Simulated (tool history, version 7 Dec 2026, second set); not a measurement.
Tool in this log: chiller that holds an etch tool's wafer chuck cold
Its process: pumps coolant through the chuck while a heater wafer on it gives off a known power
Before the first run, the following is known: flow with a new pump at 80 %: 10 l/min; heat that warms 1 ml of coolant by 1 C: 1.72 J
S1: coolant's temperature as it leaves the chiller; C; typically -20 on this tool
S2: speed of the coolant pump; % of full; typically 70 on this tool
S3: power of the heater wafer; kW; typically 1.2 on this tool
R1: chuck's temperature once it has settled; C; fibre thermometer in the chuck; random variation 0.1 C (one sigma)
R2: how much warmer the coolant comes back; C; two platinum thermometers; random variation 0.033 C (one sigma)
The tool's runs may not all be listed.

run 1 hour=0 | S1=-20 S2=70 S3=1.2 | R1=-5.5 R2=4.84
run 2 hour=20.5 | S1=-20 S2=70 S3=1.2 | R1=-5.3 R2=4.8
run 3 hour=45.9 | S1=-20 S2=70 S3=1.2 | R1=-5.6 R2=4.87
run 4 hour=75.7 | S1=-20 S2=70 S3=0.781 | R1=-10.5 R2=3.18
run 5 hour=92.5 | S1=-20 S2=70 S3=0.861 | R1=-9.6 R2=3.54
run 6 hour=115.8 | S1=-20 S2=85 S3=0.861 | R1=-10.7 R2=2.86
run 7 hour=131.1 | S1=-20 S2=85 S3=0.861 | R1=-10.7 R2=2.9
run 8 hour=146.1 | S1=-20 S2=70 S3=1.2 | R1=-5.4 R2=4.91
run 9 hour=163.8 | S1=-20 S2=70 S3=1.2 | R1=-5.3 R2=4.88
run 10 hour=186.7 | S1=-20 S2=70 S3=1.2 | R1=-5.4 R2=4.9
run 11 hour=216.1 | S1=-20 S2=70 S3=1.286 | R1=-4.4 R2=5.21
run 12 hour=244.2 | S1=-20 S2=70 S3=1.286 | R1=-4.3 R2=5.25
run 13 hour=273.5 | S1=-20 S2=70 S3=1.286 | R1=-4.4 R2=5.24
run 14 hour=296.8 | S1=-20 S2=70 S3=1.286 | R1=-4.1 R2=5.26
-- hour=303.3 coolant pump overhauled
run 15 hour=318 | S1=-20 S2=70 S3=1.2 | R1=-5.4 R2=4.95
run 16 hour=345.9 | S1=-17 S2=70 S3=1.2 | R1=-2.5 R2=4.87
run 17 hour=367.2 | S1=-17 S2=70 S3=1.2 | R1=-2.3 R2=4.95
run 18 hour=383.1 | S1=-17 S2=70 S3=1.2 | R1=-2.4 R2=4.94
run 19 hour=401 | S1=-18 S2=70 S3=0.785 | R1=-8.3 R2=3.23
run 20 hour=414.7 | S1=-18 S2=89 S3=1.022 | R1=-7 R2=3.37
run 21 hour=442.4 | S1=-20 S2=70 S3=1.2 | R1=-5.4 R2=4.99
-- hour=470.1 coolant pump overhauled, once more
run 22 hour=475.7 | S1=-20 S2=70 S3=1.2 | R1=-5.5 R2=4.83
run 23 hour=496 | S1=-20 S2=70 S3=1.2 | R1=-5.5 R2=4.73
run 24 hour=522.7 | S1=-20 S2=67 S3=1.2 | R1=-5.3 R2=4.98
run 25 hour=545.1 | S1=-29 S2=70 S3=1.2 | R1=-14.6 R2=4.77
run 26 hour=567.7 | S1=-20 S2=76 S3=1.535 | R1=-2.2 R2=5.6
run 27 hour=594.4 | S1=-20 S2=76 S3=1.535 | R1=-2.2 R2=5.65
run 28 hour=612.5 | S1=-20 S2=74 S3=1.733 | R1=0.2 R2=6.55
run 29 hour=635.8 | S1=-20 S2=74 S3=1.733 | R1=0.3 R2=6.56
run 30 hour=648.9 | S1=-28 S2=74 S3=1.231 | R1=-13.4 R2=4.69
run 31 hour=672.5 | S1=-19 S2=70 S3=1.2 | R1=-4.5 R2=4.86
run 32 hour=685.9 | S1=-27 S2=90 S3=1.608 | R1=-10 R2=5.05

What if the next run were any one of these 4? Each begins from the tool's condition after run 32:
run A hour=713 | S1=-27 S2=63 S3=1.608 | R1=? R2=?
run B hour=713 | S1=-14 S2=90 S3=1.608 | R1=? R2=?
run C hour=713 | S1=-20 S2=70 S3=1.2 | R1=? R2=?
run D hour=713 | S1=-11 S2=90 S3=1.608 | R1=? R2=?

run=A R1=-6.3 R2=7.02
run=B R1=3 R2=5.02
run=C R1=-5.5 R2=4.77
run=D R1=6.1 R2=5.05
Stripped of hidden state, with their random variation kept, the same runs would have yielded:
run=A R1=-7.4 R2=6.97
run=B R1=2 R2=4.98
run=C R1=-6.2 R2=4.73
run=D R1=5.2 R2=5.01
